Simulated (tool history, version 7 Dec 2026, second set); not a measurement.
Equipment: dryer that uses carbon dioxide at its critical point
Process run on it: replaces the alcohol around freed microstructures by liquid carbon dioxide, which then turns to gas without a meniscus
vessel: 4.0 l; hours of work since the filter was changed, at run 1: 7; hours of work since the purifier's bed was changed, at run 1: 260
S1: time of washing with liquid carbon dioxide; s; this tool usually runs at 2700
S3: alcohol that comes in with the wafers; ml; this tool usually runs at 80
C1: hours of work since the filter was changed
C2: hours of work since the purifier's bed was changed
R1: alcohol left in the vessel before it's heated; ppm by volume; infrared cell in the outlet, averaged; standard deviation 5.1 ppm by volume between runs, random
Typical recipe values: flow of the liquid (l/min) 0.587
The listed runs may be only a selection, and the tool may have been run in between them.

{"run": 1, "hour": 0.0, "S1": 2700, "flow of the liquid (l/min)": 0.587, "S3": 80, "C1": 7, "C2": 260, "R1": 92}
{"run": 2, "hour": 7.9, "S1": 2700, "flow of the liquid (l/min)": 0.587, "S3": 80, "C1": 11, "C2": 264, "R1": 99}
{"run": 3, "hour": 15.4, "S1": 2700, "flow of the liquid (l/min)": 0.587, "S3": 80, "C1": 15, "C2": 268, "R1": 90}
{"run": 4, "hour": 26.1, "S1": 2700, "flow of the liquid (l/min)": 0.587, "S3": 108, "C1": 21, "C2": 274, "R1": 104}
{"run": 5, "hour": 37.4, "S1": 2700, "flow of the liquid (l/min)": 0.587, "S3": 108, "C1": 28, "C2": 280, "R1": 121}
{"run": 6, "hour": 48.2, "S1": 2700, "flow of the liquid (l/min)": 0.587, "S3": 24, "C1": 33, "C2": 286, "R1": 65}
{"run": 7, "hour": 57.1, "S1": 2700, "flow of the liquid (l/min)": 0.587, "S3": 24, "C1": 38, "C2": 291, "R1": 66}
{"run": 8, "hour": 68.5, "S1": 1920, "flow of the liquid (l/min)": 0.516, "S3": 21, "C1": 45, "C2": 297, "R1": 181}
{"run": 9, "hour": 77.4, "S1": 1920, "flow of the liquid (l/min)": 0.516, "S3": 21, "C1": 50, "C2": 302, "R1": 178}
{"run": 10, "hour": 89.2, "S1": 3960, "flow of the liquid (l/min)": 0.68, "S3": 99, "C1": 56, "C2": 309, "R1": 50}
{"run": 11, "hour": 99.1, "S1": 4200, "flow of the liquid (l/min)": 0.605, "S3": 80, "C1": 61, "C2": 314, "R1": 50}
{"run": 12, "hour": 112.8, "S1": 4200, "flow of the liquid (l/min)": 0.605, "S3": 80, "C1": 69, "C2": 322, "R1": 52}
{"run": 13, "hour": 119.7, "S1": 2160, "flow of the liquid (l/min)": 0.443, "S3": 80, "C1": 73, "C2": 326, "R1": 635}
{"run": 14, "hour": 129.6, "S1": 2940, "flow of the liquid (l/min)": 0.443, "S3": 83, "C1": 78, "C2": 331, "R1": 232}

Forecast each of these 5 alternatives for the next run:
{"run": "A", "hour": 142.7, "S1": 2580, "flow of the liquid (l/min)": 0.411, "S3": 32, "C1": 85, "C2": 338, "R1": "?"}
{"run": "B", "hour": 142.7, "S1": 4140, "flow of the liquid (l/min)": 0.587, "S3": 41, "C1": 85, "C2": 338, "R1": "?"}
{"run": "C", "hour": 142.7, "S1": 1680, "flow of the liquid (l/min)": 0.475, "S3": 83, "C1": 85, "C2": 338, "R1": "?"}
{"run": "D", "hour": 142.7, "S1": 2940, "flow of the liquid (l/min)": 0.443, "S3": 104, "C1": 85, "C2": 338, "R1": "?"}
{"run": "E", "hour": 142.7, "S1": 2640, "flow of the liquid (l/min)": 0.68, "S3": 113, "C1": 85, "C2": 338, "R1": "?"}

run=A R1=213
run=B R1=51
run=C R1=1162
run=D R1=267
run=E R1=92
The same runs, with their run-to-run variation unchanged, on a tool lacking any hidden condition would have given:
run=A R1=143
run=B R1=3
run=C R1=1001
run=D R1=186
run=E R1=37

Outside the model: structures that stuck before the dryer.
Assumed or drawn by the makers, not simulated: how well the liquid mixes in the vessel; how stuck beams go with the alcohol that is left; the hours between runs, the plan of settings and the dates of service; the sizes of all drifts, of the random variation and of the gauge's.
